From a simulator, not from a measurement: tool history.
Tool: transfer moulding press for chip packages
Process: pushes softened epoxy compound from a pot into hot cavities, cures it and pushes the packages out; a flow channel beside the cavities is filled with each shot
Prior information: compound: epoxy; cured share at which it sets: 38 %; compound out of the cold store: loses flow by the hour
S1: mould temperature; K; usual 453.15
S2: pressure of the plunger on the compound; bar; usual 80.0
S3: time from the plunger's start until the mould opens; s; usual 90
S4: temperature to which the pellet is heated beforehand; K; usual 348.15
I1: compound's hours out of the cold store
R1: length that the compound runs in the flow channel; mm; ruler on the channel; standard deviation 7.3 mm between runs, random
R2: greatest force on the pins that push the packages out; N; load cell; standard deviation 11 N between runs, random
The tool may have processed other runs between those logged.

run 1 day=0.000 | S1=453.15 S2=80.0 S3=90 S4=348.15 | I1=46.9 | R1=841 R2=604
run 2 day=0.367 | S1=453.15 S2=80.0 S3=90 S4=348.15 | I1=16.8 | R1=956 R2=658
run 3 day=0.688 | S1=453.15 S2=69.1 S3=90 S4=348.15 | I1=14.7 | R1=896 R2=711
run 4 day=1.071 | S1=453.15 S2=88.3 S3=90 S4=348.15 | I1=40.1 | R1=897 R2=707
-- day=1.158 cavities cleaned with cleaning compound and waxed
run 5 day=1.675 | S1=453.15 S2=88.3 S3=90 S4=348.15 | I1=26.0 | R1=964 R2=619
run 6 day=1.988 | S1=453.15 S2=80.0 S3=90 S4=348.15 | I1=34.6 | R1=866 R2=621
run 7 day=2.479 | S1=453.15 S2=80.0 S3=90 S4=348.15 | I1=8.8 | R1=985 R2=735
run 8 day=3.008 | S1=453.15 S2=80.0 S3=90 S4=348.15 | I1=28.8 | R1=878 R2=706
-- day=3.238 cavities cleaned with cleaning compound and waxed
run 9 day=3.475 | S1=453.15 S2=80.0 S3=90 S4=348.15 | I1=14.5 | R1=954 R2=569
run 10 day=3.862 | S1=453.15 S2=80.0 S3=90 S4=354.15 | I1=19.4 | R1=928 R2=609
run 11 day=4.375 | S1=453.15 S2=80.0 S3=120 S4=354.15 | I1=23.1 | R1=917 R2=489
run 12 day=4.917 | S1=453.15 S2=80.0 S3=90 S4=348.15 | I1=10.6 | R1=965 R2=735
-- day=5.292 cavities cleaned with cleaning compound and waxed
run 13 day=5.367 | S1=453.15 S2=80.0 S3=90 S4=348.15 | I1=38.7 | R1=831 R2=469
-- day=5.483 mould's thermocouples calibrated
run 14 day=5.821 | S1=453.15 S2=80.0 S3=90 S4=350.15 | I1=24.0 | R1=889 R2=566
run 15 day=6.146 | S1=459.15 S2=84.3 S3=75 S4=350.15 | I1=27.0 | R1=892 R2=680
run 16 day=6.712 | S1=459.15 S2=84.3 S3=75 S4=350.15 | I1=43.9 | R1=819 R2=683
-- day=6.858 mould's thermocouples calibrated, once more
run 17 day=7.117 | S1=453.15 S2=63.2 S3=76 S4=348.15 | I1=39.1 | R1=728 R2=958
-- day=7.517 cavities cleaned with cleaning compound and waxed
run 18 day=7.729 | S1=453.15 S2=63.2 S3=76 S4=348.15 | I1=38.2 | R1=721 R2=771
run 19 day=8.258 | S1=454.15 S2=80.0 S3=90 S4=347.15 | I1=10.8 | R1=951 R2=602
run 20 day=8.717 | S1=453.15 S2=80.0 S3=90 S4=348.15 | I1=29.7 | R1=845 R2=647
run 21 day=9.158 | S1=453.15 S2=80.0 S3=90 S4=348.15 | I1=47.1 | R1=790 R2=685
-- day=9.596 cavities cleaned with cleaning compound and waxed
run 22 day=9.704 | S1=453.15 S2=96.7 S3=90 S4=346.15 | I1=38.0 | R1=887 R2=503
run 23 day=10.021 | S1=453.15 S2=80.0 S3=90 S4=354.15 | I1=42.5 | R1=796 R2=561
run 24 day=10.575 | S1=453.15 S2=80.0 S3=90 S4=354.15 | I1=38.9 | R1=813 R2=617
run 25 day=11.004 | S1=447.15 S2=82.4 S3=73 S4=348.15 | I1=46.1 | R1=805 R2=1582
run 26 day=11.429 | S1=458.15 S2=63.4 S3=73 S4=350.15 | I1=38.8 | R1=709 R2=809
-- day=11.658 cavities cleaned with cleaning compound and waxed
run 27 day=11.867 | S1=453.15 S2=80.0 S3=127 S4=349.15 | I1=30.2 | R1=822 R2=404
-- day=12.225 plunger's sealing rings changed
run 28 day=12.542 | S1=451.15 S2=80.0 S3=127 S4=349.15 | I1=16.5 | R1=1030 R2=473

Results per run with the tool's hidden condition removed, run-to-run variation unchanged:
The tool's hidden condition here consists of: true mould temperature over the reading, C; pressure that reaches the compound, % of what is set; grip of the stained cavities, % over clean ones'; drift of the gauge itself on flow_mm, %; drift of the gauge itself on push_out_n, %.
run=1 R1=896 R2=457
run=2 R1=1020 R2=469
run=3 R1=959 R2=482
run=4 R1=963 R2=467
run=5 R1=1038 R2=484
run=6 R1=935 R2=455
run=7 R1=1067 R2=504
run=8 R1=954 R2=466
run=9 R1=1040 R2=503
run=10 R1=1014 R2=473
run=11 R1=1005 R2=341
run=12 R1=1063 R2=493
run=13 R1=916 R2=454
run=14 R1=984 R2=475
run=15 R1=990 R2=524
run=16 R1=912 R2=478
run=17 R1=813 R2=656
run=18 R1=809 R2=707
run=19 R1=1069 R2=459
run=20 R1=954 R2=462
run=21 R1=895 R2=465
run=22 R1=1009 R2=478
run=23 R1=906 R2=466
run=24 R1=930 R2=451
run=25 R1=924 R2=1101
run=26 R1=815 R2=547
run=27 R1=950 R2=360
run=28 R1=1037 R2=352
